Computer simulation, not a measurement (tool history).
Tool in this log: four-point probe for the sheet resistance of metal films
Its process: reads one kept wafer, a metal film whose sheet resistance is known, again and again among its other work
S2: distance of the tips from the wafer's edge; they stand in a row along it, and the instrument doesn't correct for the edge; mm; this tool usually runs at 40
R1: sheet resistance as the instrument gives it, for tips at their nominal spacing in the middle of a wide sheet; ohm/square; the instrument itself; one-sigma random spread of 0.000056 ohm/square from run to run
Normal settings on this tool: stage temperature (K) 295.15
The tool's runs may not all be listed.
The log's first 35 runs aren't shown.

-- hour=2177.7 stage's thermometer calibrated
run 36 hour=2179.9 | stage_temperature_(K)=300.15 S2=34 | R1=0.28286
run 37 hour=2223.7 | stage_temperature_(K)=302.15 S2=4 | R1=0.285333
run 38 hour=2303.3 | stage_temperature_(K)=295.15 S2=6 | R1=0.283269
run 39 hour=2355.5 | stage_temperature_(K)=295.15 S2=6 | R1=0.283155
run 40 hour=2420.5 | stage_temperature_(K)=295.15 S2=6 | R1=0.283336
run 41 hour=2479.8 | stage_temperature_(K)=295.15 S2=29 | R1=0.2823
run 42 hour=2531.1 | stage_temperature_(K)=295.15 S2=40 | R1=0.282221
run 43 hour=2603.2 | stage_temperature_(K)=305.15 S2=5 | R1=0.285044
run 44 hour=2687.8 | stage_temperature_(K)=297.15 S2=8 | R1=0.282982

Alternative continuations, all from the tool just after run 44; predict every row:
run A hour=2776.6 | stage_temperature_(K)=300.15 S2=8 | R1=?
run B hour=2776.6 | stage_temperature_(K)=295.15 S2=24 | R1=?
run C hour=2776.6 | stage_temperature_(K)=302.15 S2=15 | R1=?
run D hour=2776.6 | stage_temperature_(K)=295.15 S2=35 | R1=?

run=A R1=0.28341
run=B R1=0.282295
run=C R1=0.283265
run=D R1=0.28214
With the hidden condition removed and each run's random variation left untouched, the same runs would have given:
run=A R1=0.283368
run=B R1=0.282253
run=C R1=0.283223
run=D R1=0.282097
